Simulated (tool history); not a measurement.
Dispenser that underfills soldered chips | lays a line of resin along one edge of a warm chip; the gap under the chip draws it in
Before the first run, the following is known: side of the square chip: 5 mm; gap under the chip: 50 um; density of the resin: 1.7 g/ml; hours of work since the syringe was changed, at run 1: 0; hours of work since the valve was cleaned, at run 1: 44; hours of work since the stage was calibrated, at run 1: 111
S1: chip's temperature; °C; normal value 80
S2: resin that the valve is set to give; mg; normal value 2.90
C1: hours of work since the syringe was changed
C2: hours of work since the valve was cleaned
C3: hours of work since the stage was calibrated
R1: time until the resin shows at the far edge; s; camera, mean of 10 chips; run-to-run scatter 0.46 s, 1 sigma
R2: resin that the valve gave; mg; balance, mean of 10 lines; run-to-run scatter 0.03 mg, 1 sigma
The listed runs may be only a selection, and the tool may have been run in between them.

run   hour  S1    S2  C1   C2   C3    R1    R2
  1    0.0  80  2.90   0   44  111  34.3  2.83
  2    8.5  80  2.70   7   51  118  53.7  2.60
      11.6  -- new syringe of resin
  3   13.3  80  2.70   1   54  121  39.3  2.60
  4   22.6  80  2.90   8   61  128  58.9  2.78
      23.4  -- new syringe of resin
  5   30.9  80  2.90   6   67  134  50.2  2.76
      35.0  -- new syringe of resin
  6   35.8  80  3.52   1   71  138  35.4  3.34
  7   42.3  80  3.52   5   76  143  48.1  3.34
      47.4  -- new syringe of resin
  8   52.1  80  2.90   4   83  150  43.8  2.72
  9   58.4  80  2.90   8   88  155  58.3  2.71
      59.5  -- new syringe of resin
 10   64.3  68  2.90   4   92  159  67.3  2.72
 11   70.7  68  2.90   8   97  164  92.0  2.73
      71.8  -- new syringe of resin
 12   80.0  92  3.02   6  103  170  33.9  2.82
      83.6  -- new syringe of resin
 13   89.6  80  2.90   5  110  177  44.3  2.69
      95.2  -- new syringe of resin
 14   99.5  72  2.89   3  118  185  58.3  2.65
     107.0  -- new syringe of resin
 15  107.3  72  2.89   0  123  190  47.6  2.64

The next listed run, before its measurement:
     110.9  -- dispensing valve cleaned and set on the balance
 16  117.5  72  2.89   7   5  197   ?   ?

{"run 16": {"R1": 71.7, "R2": 2.88}}
Had the tool carried no hidden state, the very same run would have given R1 47.2 s, R2 2.89 mg.
